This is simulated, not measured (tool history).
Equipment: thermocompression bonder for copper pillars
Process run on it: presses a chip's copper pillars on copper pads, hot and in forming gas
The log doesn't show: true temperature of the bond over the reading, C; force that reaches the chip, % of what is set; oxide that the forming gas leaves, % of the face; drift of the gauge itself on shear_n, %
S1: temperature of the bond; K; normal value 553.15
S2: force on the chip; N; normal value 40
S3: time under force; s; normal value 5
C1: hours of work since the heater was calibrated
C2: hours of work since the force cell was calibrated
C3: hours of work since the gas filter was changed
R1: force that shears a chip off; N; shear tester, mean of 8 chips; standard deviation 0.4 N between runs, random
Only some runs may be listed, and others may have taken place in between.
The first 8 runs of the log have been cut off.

run 9 day=10.300 | S1=553.15 S2=44 S3=5 | C1=1138 C2=1096 C3=31 | R1=62.6
run 10 day=12.117 | S1=553.15 S2=44 S3=5 | C1=1165 C2=1122 C3=58 | R1=61.3
run 11 day=13.121 | S1=553.15 S2=44 S3=5 | C1=1179 C2=1137 C3=73 | R1=62.0
run 12 day=14.412 | S1=553.15 S2=44 S3=5 | C1=1198 C2=1156 C3=92 | R1=61.8
run 13 day=16.171 | S1=553.15 S2=44 S3=5 | C1=1224 C2=1182 C3=117 | R1=61.3
run 14 day=17.933 | S1=553.15 S2=44 S3=5 | C1=1250 C2=1207 C3=143 | R1=61.2
run 15 day=19.417 | S1=539.15 S2=40 S3=5 | C1=1272 C2=1229 C3=165 | R1=50.0
run 16 day=20.950 | S1=539.15 S2=40 S3=5 | C1=1294 C2=1252 C3=187 | R1=50.4
-- day=21.171 force cell calibrated
run 17 day=22.762 | S1=539.15 S2=40 S3=5 | C1=1320 C2=23 C3=213 | R1=48.4
run 18 day=24.083 | S1=539.15 S2=40 S3=11 | C1=1339 C2=43 C3=232 | R1=61.5
run 19 day=25.338 | S1=539.15 S2=40 S3=11 | C1=1357 C2=61 C3=251 | R1=60.9
run 20 day=26.829 | S1=539.15 S2=40 S3=11 | C1=1379 C2=83 C3=272 | R1=61.3
-- day=27.471 heater calibrated with a thermocouple chip
-- day=27.629 force cell calibrated, once more
run 21 day=28.600 | S1=539.15 S2=29 S3=11 | C1=16 C2=14 C3=296 | R1=59.3
run 22 day=30.079 | S1=556.15 S2=29 S3=11 | C1=37 C2=36 C3=318 | R1=68.3
run 23 day=31.417 | S1=548.15 S2=38 S3=11 | C1=57 C2=55 C3=337 | R1=70.8
-- day=31.600 forming gas filter changed
run 24 day=32.612 | S1=555.15 S2=33 S3=12 | C1=74 C2=73 C3=15 | R1=74.3
run 25 day=34.242 | S1=580.15 S2=40 S3=3 | C1=98 C2=97 C3=39 | R1=70.8
run 26 day=35.167 | S1=553.15 S2=32 S3=3 | C1=111 C2=110 C3=52 | R1=48.8
run 27 day=36.804 | S1=556.15 S2=40 S3=5 | C1=135 C2=134 C3=76 | R1=65.9
run 28 day=37.788 | S1=543.15 S2=44 S3=5 | C1=150 C2=148 C3=91 | R1=59.7
run 29 day=38.933 | S1=556.15 S2=29 S3=8 | C1=167 C2=165 C3=107 | R1=64.0
run 30 day=40.150 | S1=556.15 S2=29 S3=8 | C1=184 C2=183 C3=125 | R1=63.6

Branching from run 30: 3 alternative next runs. What would each branch give?
run A day=41.004 | S1=581.15 S2=32 S3=8 | C1=197 C2=196 C3=138 | R1=?
run B day=41.004 | S1=555.15 S2=51 S3=13 | C1=197 C2=196 C3=138 | R1=?
run C day=41.004 | S1=571.15 S2=28 S3=8 | C1=197 C2=196 C3=138 | R1=?

run=A R1=78.9
run=B R1=82.1
run=C R1=70.7
Had the tool no hidden state, the same runs would have come out as:
run=A R1=80.6
run=B R1=83.7
run=C R1=72.5
